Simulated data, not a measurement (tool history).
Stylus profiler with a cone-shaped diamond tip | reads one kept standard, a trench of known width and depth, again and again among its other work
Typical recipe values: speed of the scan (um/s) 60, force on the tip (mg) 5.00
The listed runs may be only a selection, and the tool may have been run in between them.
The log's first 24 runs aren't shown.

run	hour	speed of the scan (um/s)	force on the tip (mg)	scans with this tip	hours of work since the height scale was calibrated	depth of the trench (Å)	width of the trench's floor (nm)
25	279.0	153	4.35	5219	76	10075.3	14900
26	288.0	153	4.35	5318	83	10075.8	14960
27	297.1	153	3.65	5418	90	10070.0	14860
28	310.6	70	3.47	5566	100	10065.4	14990
29	320.5	70	3.47	5676	108	10066.0	15000
30	335.7	17	9.79	5843	120	10141.3	15120
31	348.8	187	5.93	5988	130	10094.8	14760
32	362.0	84	5.74	6133	140	10091.9	14990
33	374.5	69	5.00	6271	150	10079.2	14950
34	382.7	62	3.04	6361	156	10052.7	14910
35	396.2	16	13.32	6509	167	10168.9	15040
36	406.5	216	2.05	6623	175	10041.4	14380
37	418.5	216	2.05	6755	184	10042.0	14400
38	429.4	43	3.10	6875	193	10053.9	14930
39	439.5	207	1.90	6987	200	10035.9	14350
40	453.7	102	11.62	7143	211	10146.9	14780
41	460.9	195	2.54	7222	217	10043.2	14420
42	469.8	60	5.08	7320	224	10079.8	14900
43	484.8	34	4.44	7485	236	10070.9	14940
44	495.6	168	2.95	7603	244	10052.6	14470
45	505.9	74	2.00	7717	252	10034.5	14690

Forecast each of these 3 alternatives for the next run:
A	512.7	114	2.00	7792	257	?	?
B	512.7	17	5.54	7792	257	?	?
C	512.7	149	7.75	7792	257	?	?

run	depth of the trench (Å)	width of the trench's floor (nm)
A	10035.2	14530
B	10080.8	14850
C	10107.6	14630
With the hidden condition removed and each run's random variation left untouched, the same runs would have given:
run	depth of the trench (Å)	width of the trench's floor (nm)
A	10050.2	15660
B	10095.9	15970
C	10122.7	15750
